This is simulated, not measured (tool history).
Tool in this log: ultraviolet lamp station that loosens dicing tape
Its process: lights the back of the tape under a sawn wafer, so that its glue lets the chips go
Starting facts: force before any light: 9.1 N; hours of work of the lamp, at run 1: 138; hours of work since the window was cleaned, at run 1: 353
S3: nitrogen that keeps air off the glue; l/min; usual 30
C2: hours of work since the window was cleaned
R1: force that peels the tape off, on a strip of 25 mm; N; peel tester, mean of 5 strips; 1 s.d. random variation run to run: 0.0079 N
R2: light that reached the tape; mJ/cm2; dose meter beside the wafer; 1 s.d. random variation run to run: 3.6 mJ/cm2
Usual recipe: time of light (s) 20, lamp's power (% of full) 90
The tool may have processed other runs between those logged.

run 1 hour=0 | time_of_light_(s)=20 lamp's_power_(%_of_full)=90 S3=30 | hours_of_work_of_the_lamp=138 C2=353 | R1=0.409 R2=499
run 2 hour=71.1 | time_of_light_(s)=20 lamp's_power_(%_of_full)=90 S3=30 | hours_of_work_of_the_lamp=177 C2=391 | R1=0.421 R2=482
-- hour=90.7 window cleaned of glue's vapour
run 3 hour=111.1 | time_of_light_(s)=20 lamp's_power_(%_of_full)=90 S3=29 | hours_of_work_of_the_lamp=198 C2=11 | R1=0.332 R2=563
run 4 hour=187.3 | time_of_light_(s)=20 lamp's_power_(%_of_full)=90 S3=29 | hours_of_work_of_the_lamp=239 C2=52 | R1=0.349 R2=542
run 5 hour=236.8 | time_of_light_(s)=20 lamp's_power_(%_of_full)=90 S3=29 | hours_of_work_of_the_lamp=266 C2=79 | R1=0.357 R2=531
run 6 hour=285.3 | time_of_light_(s)=20 lamp's_power_(%_of_full)=61 S3=30 | hours_of_work_of_the_lamp=292 C2=105 | R1=0.781 R2=354
run 7 hour=323.4 | time_of_light_(s)=20 lamp's_power_(%_of_full)=61 S3=30 | hours_of_work_of_the_lamp=312 C2=125 | R1=0.787 R2=351
run 8 hour=395.9 | time_of_light_(s)=20 lamp's_power_(%_of_full)=68 S3=30 | hours_of_work_of_the_lamp=351 C2=164 | R1=0.663 R2=383
run 9 hour=472 | time_of_light_(s)=20 lamp's_power_(%_of_full)=90 S3=30 | hours_of_work_of_the_lamp=392 C2=205 | R1=0.42 R2=486
run 10 hour=534.3 | time_of_light_(s)=20 lamp's_power_(%_of_full)=90 S3=30 | hours_of_work_of_the_lamp=426 C2=239 | R1=0.437 R2=471
run 11 hour=597.2 | time_of_light_(s)=20 lamp's_power_(%_of_full)=90 S3=30 | hours_of_work_of_the_lamp=459 C2=272 | R1=0.457 R2=470
run 12 hour=673.3 | time_of_light_(s)=20 lamp's_power_(%_of_full)=97 S3=30 | hours_of_work_of_the_lamp=500 C2=313 | R1=0.425 R2=488
run 13 hour=733.2 | time_of_light_(s)=20 lamp's_power_(%_of_full)=90 S3=29 | hours_of_work_of_the_lamp=533 C2=346 | R1=0.504 R2=444
run 14 hour=802.9 | time_of_light_(s)=20 lamp's_power_(%_of_full)=90 S3=29 | hours_of_work_of_the_lamp=570 C2=383 | R1=0.533 R2=425
-- hour=835.9 window cleaned of glue's vapour
run 15 hour=855 | time_of_light_(s)=20 lamp's_power_(%_of_full)=90 S3=29 | hours_of_work_of_the_lamp=598 C2=10 | R1=0.41 R2=504
run 16 hour=908 | time_of_light_(s)=20 lamp's_power_(%_of_full)=64 S3=30 | hours_of_work_of_the_lamp=626 C2=39 | R1=0.79 R2=346
run 17 hour=964.7 | time_of_light_(s)=20 lamp's_power_(%_of_full)=64 S3=30 | hours_of_work_of_the_lamp=657 C2=69 | R1=0.808 R2=340
run 18 hour=1001 | time_of_light_(s)=20 lamp's_power_(%_of_full)=90 S3=30 | hours_of_work_of_the_lamp=676 C2=89 | R1=0.421 R2=474
run 19 hour=1056.4 | time_of_light_(s)=15 lamp's_power_(%_of_full)=90 S3=30 | hours_of_work_of_the_lamp=706 C2=119 | R1=0.809 R2=350
run 20 hour=1126.5 | time_of_light_(s)=15 lamp's_power_(%_of_full)=90 S3=30 | hours_of_work_of_the_lamp=744 C2=156 | R1=0.84 R2=339
run 21 hour=1193.6 | time_of_light_(s)=20 lamp's_power_(%_of_full)=90 S3=30 | hours_of_work_of_the_lamp=780 C2=192 | R1=0.512 R2=439
run 22 hour=1250.2 | time_of_light_(s)=20 lamp's_power_(%_of_full)=90 S3=30 | hours_of_work_of_the_lamp=810 C2=223 | R1=0.528 R2=430
run 23 hour=1323.7 | time_of_light_(s)=11 lamp's_power_(%_of_full)=62 S3=30 | hours_of_work_of_the_lamp=850 C2=262 | R1=2.871 R2=154
run 24 hour=1399.9 | time_of_light_(s)=16 lamp's_power_(%_of_full)=60 S3=12 | hours_of_work_of_the_lamp=891 C2=303 | R1=2.448 R2=217
run 25 hour=1449.2 | time_of_light_(s)=28 lamp's_power_(%_of_full)=77 S3=30 | hours_of_work_of_the_lamp=917 C2=330 | R1=0.436 R2=478
run 26 hour=1507.2 | time_of_light_(s)=12 lamp's_power_(%_of_full)=72 S3=13 | hours_of_work_of_the_lamp=949 C2=361 | R1=2.951 R2=184
run 27 hour=1566.5 | time_of_light_(s)=13 lamp's_power_(%_of_full)=73 S3=16 | hours_of_work_of_the_lamp=980 C2=393 | R1=2.407 R2=199
-- hour=1580.6 window cleaned of glue's vapour
run 28 hour=1632.7 | time_of_light_(s)=20 lamp's_power_(%_of_full)=65 S3=14 | hours_of_work_of_the_lamp=1016 C2=28 | R1=1.316 R2=311
run 29 hour=1671.2 | time_of_light_(s)=20 lamp's_power_(%_of_full)=65 S3=14 | hours_of_work_of_the_lamp=1037 C2=49 | R1=1.468 R2=306
run 30 hour=1705.6 | time_of_light_(s)=20 lamp's_power_(%_of_full)=65 S3=14 | hours_of_work_of_the_lamp=1055 C2=67 | R1=1.451 R2=306
run 31 hour=1742.1 | time_of_light_(s)=28 lamp's_power_(%_of_full)=90 S3=26 | hours_of_work_of_the_lamp=1075 C2=87 | R1=0.328 R2=574
run 32 hour=1803.7 | time_of_light_(s)=28 lamp's_power_(%_of_full)=90 S3=55 | hours_of_work_of_the_lamp=1108 C2=120 | R1=0.292 R2=563
run 33 hour=1846.3 | time_of_light_(s)=28 lamp's_power_(%_of_full)=90 S3=14 | hours_of_work_of_the_lamp=1131 C2=143 | R1=0.476 R2=554
run 34 hour=1895.2 | time_of_light_(s)=28 lamp's_power_(%_of_full)=90 S3=14 | hours_of_work_of_the_lamp=1157 C2=169 | R1=0.487 R2=543
run 35 hour=1941.9 | time_of_light_(s)=28 lamp's_power_(%_of_full)=90 S3=14 | hours_of_work_of_the_lamp=1182 C2=194 | R1=0.487 R2=525
run 36 hour=1976.6 | time_of_light_(s)=20 lamp's_power_(%_of_full)=61 S3=30 | hours_of_work_of_the_lamp=1201 C2=213 | R1=1.463 R2=254
run 37 hour=2020.6 | time_of_light_(s)=37 lamp's_power_(%_of_full)=64 S3=9 | hours_of_work_of_the_lamp=1224 C2=237 | R1=0.756 R2=484
run 38 hour=2088.2 | time_of_light_(s)=20 lamp's_power_(%_of_full)=75 S3=12 | hours_of_work_of_the_lamp=1261 C2=273 | R1=1.6 R2=298
run 39 hour=2148 | time_of_light_(s)=32 lamp's_power_(%_of_full)=72 S3=12 | hours_of_work_of_the_lamp=1293 C2=305 | R1=0.762 R2=444
run 40 hour=2184.8 | time_of_light_(s)=14 lamp's_power_(%_of_full)=64 S3=12 | hours_of_work_of_the_lamp=1313 C2=325 | R1=3.275 R2=170
run 41 hour=2229.3 | time_of_light_(s)=20 lamp's_power_(%_of_full)=90 S3=22 | hours_of_work_of_the_lamp=1337 C2=349 | R1=0.967 R2=339
run 42 hour=2270.9 | time_of_light_(s)=20 lamp's_power_(%_of_full)=90 S3=22 | hours_of_work_of_the_lamp=1359 C2=371 | R1=0.992 R2=326
run 43 hour=2316.7 | time_of_light_(s)=12 lamp's_power_(%_of_full)=86 S3=31 | hours_of_work_of_the_lamp=1384 C2=396 | R1=2.316 R2=182

Branching from run 43: 3 alternative next runs. What would each branch give?
-- hour=2328.4 window cleaned of glue's vapour
run A hour=2350.8 | time_of_light_(s)=14 lamp's_power_(%_of_full)=90 S3=38 | hours_of_work_of_the_lamp=1402 C2=12 | R1=? R2=?
-- hour=2328.4 window cleaned of glue's vapour
run B hour=2350.8 | time_of_light_(s)=20 lamp's_power_(%_of_full)=76 S3=30 | hours_of_work_of_the_lamp=1402 C2=12 | R1=? R2=?
-- hour=2328.4 window cleaned of glue's vapour
run C hour=2350.8 | time_of_light_(s)=13 lamp's_power_(%_of_full)=94 S3=21 | hours_of_work_of_the_lamp=1402 C2=12 | R1=? R2=?

run=A R1=1.216 R2=264
run=B R1=0.948 R2=317
run=C R1=1.571 R2=262
The same runs, with their run-to-run variation unchanged, on a tool lacking any hidden condition would have given:
run=A R1=0.5 R2=420
run=B R1=0.39 R2=503
run=C R1=0.674 R2=413
